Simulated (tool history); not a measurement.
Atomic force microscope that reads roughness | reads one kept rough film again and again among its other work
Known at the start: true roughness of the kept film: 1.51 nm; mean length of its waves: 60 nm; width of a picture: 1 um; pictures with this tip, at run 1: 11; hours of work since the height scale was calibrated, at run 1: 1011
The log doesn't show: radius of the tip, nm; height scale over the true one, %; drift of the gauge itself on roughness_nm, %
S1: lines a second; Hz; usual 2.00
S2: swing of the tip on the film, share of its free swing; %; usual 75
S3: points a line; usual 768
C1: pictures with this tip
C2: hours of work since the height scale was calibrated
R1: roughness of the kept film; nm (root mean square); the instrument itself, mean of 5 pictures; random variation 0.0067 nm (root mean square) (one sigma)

Run 1, hour 0.0: usual settings; C1 11; C2 1011. Result: R1 1.337 nm (root mean square).
Run 2, hour 28.1: usual settings; C1 41; C2 1025. Result: R1 1.311 nm (root mean square).
Run 3, hour 59.8: usual settings but S2 83 %; C1 75; C2 1041. Result: R1 1.230 nm (root mean square).
At hour 64.6: new tip fitted.
Run 4, hour 97.4: usual settings but S2 83 %; C1 35; C2 1060. Result: R1 1.251 nm (root mean square).
Run 5, hour 118.1: usual settings but S2 83 %; C1 57; C2 1071. Result: R1 1.234 nm (root mean square).
At hour 138.7: new tip fitted.
Run 6, hour 141.7: usual settings but S2 83 %; C1 4; C2 1083. Result: R1 1.258 nm (root mean square).
Run 7, hour 188.0: usual settings but S2 83 %; C1 53; C2 1107. Result: R1 1.243 nm (root mean square).
At hour 212.9: new tip fitted.
Run 8, hour 215.1: usual settings but S1 1.16 Hz, S2 82 %, S3 626; C1 2; C2 1121. Result: R1 1.356 nm (root mean square).
Run 9, hour 263.9: usual settings but S2 79 %, S3 840; C1 54; C2 1146. Result: R1 1.284 nm (root mean square).
At hour 285.5: new tip fitted.
Run 10, hour 308.3: usual settings but S1 1.91 Hz, S2 69 %, S3 538; C1 24; C2 1168. Result: R1 1.365 nm (root mean square).
Run 11, hour 355.7: usual settings but S1 3.17 Hz, S2 68 %, S3 274; C1 75; C2 1193. Result: R1 1.289 nm (root mean square).
At hour 358.4: new tip fitted.
Run 12, hour 392.4: usual settings but S1 0.78 Hz, S2 82 %, S3 938; C1 37; C2 1211. Result: R1 1.377 nm (root mean square).

Forecast each of these 3 alternatives for the next run:
At hour 431.0: new tip fitted.
Run A, hour 437.0: usual settings but S3 783; C1 7; C2 1234. Result: R1 ?.
At hour 431.0: new tip fitted.
Run B, hour 437.0: usual settings but S1 1.41 Hz, S2 73 %, S3 917; C1 7; C2 1234. Result: R1 ?.
At hour 431.0: new tip fitted.
Run C, hour 437.0: usual settings but S1 1.85 Hz; C1 7; C2 1234. Result: R1 ?.

run     R1
  A  1.322
  B  1.367
  C  1.341
Without the tool's hidden state the same runs would have given:
run     R1
  A  1.341
  B  1.387
  C  1.361
